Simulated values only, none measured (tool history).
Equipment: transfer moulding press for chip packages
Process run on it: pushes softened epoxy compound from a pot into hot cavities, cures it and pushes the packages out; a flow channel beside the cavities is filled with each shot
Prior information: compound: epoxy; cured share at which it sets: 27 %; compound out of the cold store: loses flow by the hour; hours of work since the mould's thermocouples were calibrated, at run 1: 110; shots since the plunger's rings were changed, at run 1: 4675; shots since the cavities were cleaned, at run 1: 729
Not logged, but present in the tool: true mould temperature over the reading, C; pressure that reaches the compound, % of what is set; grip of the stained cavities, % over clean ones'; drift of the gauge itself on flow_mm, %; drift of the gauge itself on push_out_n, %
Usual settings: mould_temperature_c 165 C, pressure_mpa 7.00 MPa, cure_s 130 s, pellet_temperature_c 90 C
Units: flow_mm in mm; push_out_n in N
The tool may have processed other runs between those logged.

| run | day | mould_temperature_c | pressure_mpa | cure_s | pellet_temperature_c | hours of work since the mould's thermocouples were calibrated | shots since the plunger's rings were changed | shots since the cavities were cleaned | incoming compound's hours out of the cold store | flow_mm | push_out_n |
|---|---|---|---|---|---|---|---|---|---|---|---|
| 1 | 0.000 | 165 | 7.00 | 130 | 90 | 110 | 4675 | 729 | 35.1 | 468 | 565 |
| 2 | 0.262 | 165 | 7.00 | 130 | 90 | 113 | 4720 | 774 | 10.8 | 517 | 588 |
| 3 | 0.812 | 165 | 7.00 | 130 | 90 | 120 | 4814 | 868 | 17.6 | 505 | 581 |
| 4 | 1.058 | 166 | 7.00 | 130 | 90 | 123 | 4856 | 910 | 25.0 | 482 | 573 |
| 5 | 1.508 | 165 | 7.00 | 130 | 84 | 129 | 4933 | 987 | 33.1 | 472 | 600 |
|  | 1.629 | mould's thermocouples calibrated |
|  | 2.100 | cavities cleaned with cleaning compound and waxed |
| 6 | 2.142 | 165 | 7.00 | 129 | 90 | 6 | 5016 | 7 | 33.1 | 469 | 392 |
| 7 | 2.512 | 159 | 7.00 | 130 | 90 | 10 | 5079 | 70 | 33.6 | 491 | 560 |
| 8 | 2.804 | 165 | 7.00 | 130 | 90 | 14 | 5129 | 120 | 19.8 | 496 | 445 |
|  | 3.108 | mould's thermocouples calibrated, once more |
| 9 | 3.454 | 165 | 6.90 | 155 | 91 | 4 | 5225 | 216 | 21.3 | 489 | 439 |
| 10 | 4.042 | 163 | 5.82 | 130 | 90 | 12 | 5326 | 317 | 9.2 | 476 | 550 |
| 11 | 4.412 | 163 | 5.93 | 129 | 90 | 16 | 5389 | 380 | 12.4 | 476 | 569 |
| 12 | 4.846 | 158 | 7.00 | 131 | 90 | 22 | 5463 | 454 | 23.1 | 517 | 717 |
| 13 | 5.138 | 158 | 7.00 | 138 | 90 | 26 | 5512 | 503 | 28.8 | 502 | 675 |
| 14 | 5.392 | 162 | 6.09 | 148 | 89 | 29 | 5556 | 547 | 28.4 | 456 | 540 |
| 15 | 5.846 | 163 | 6.01 | 157 | 91 | 34 | 5634 | 625 | 44.9 | 417 | 523 |

4 options for the next run, each taken on its own from the tool as it stands now. Forecast them:
| A | 6.146 | 165 | 8.75 | 130 | 89 | 38 | 5684 | 675 | 34.4 | ? | ? |
| B | 6.146 | 165 | 6.01 | 116 | 91 | 38 | 5684 | 675 | 29.1 | ? | ? |
| C | 6.146 | 169 | 7.00 | 148 | 90 | 38 | 5684 | 675 | 44.8 | ? | ? |
| D | 6.146 | 162 | 7.00 | 160 | 80 | 38 | 5684 | 675 | 18.5 | ? | ? |

| run | flow_mm | push_out_n |
|---|---|---|
| A | 521 | 553 |
| B | 439 | 642 |
| C | 431 | 542 |
| D | 508 | 541 |
Without the tool's hidden state the same runs would have given:
| run | flow_mm | push_out_n |
|---|---|---|
| A | 556 | 389 |
| B | 469 | 455 |
| C | 461 | 380 |
| D | 543 | 378 |

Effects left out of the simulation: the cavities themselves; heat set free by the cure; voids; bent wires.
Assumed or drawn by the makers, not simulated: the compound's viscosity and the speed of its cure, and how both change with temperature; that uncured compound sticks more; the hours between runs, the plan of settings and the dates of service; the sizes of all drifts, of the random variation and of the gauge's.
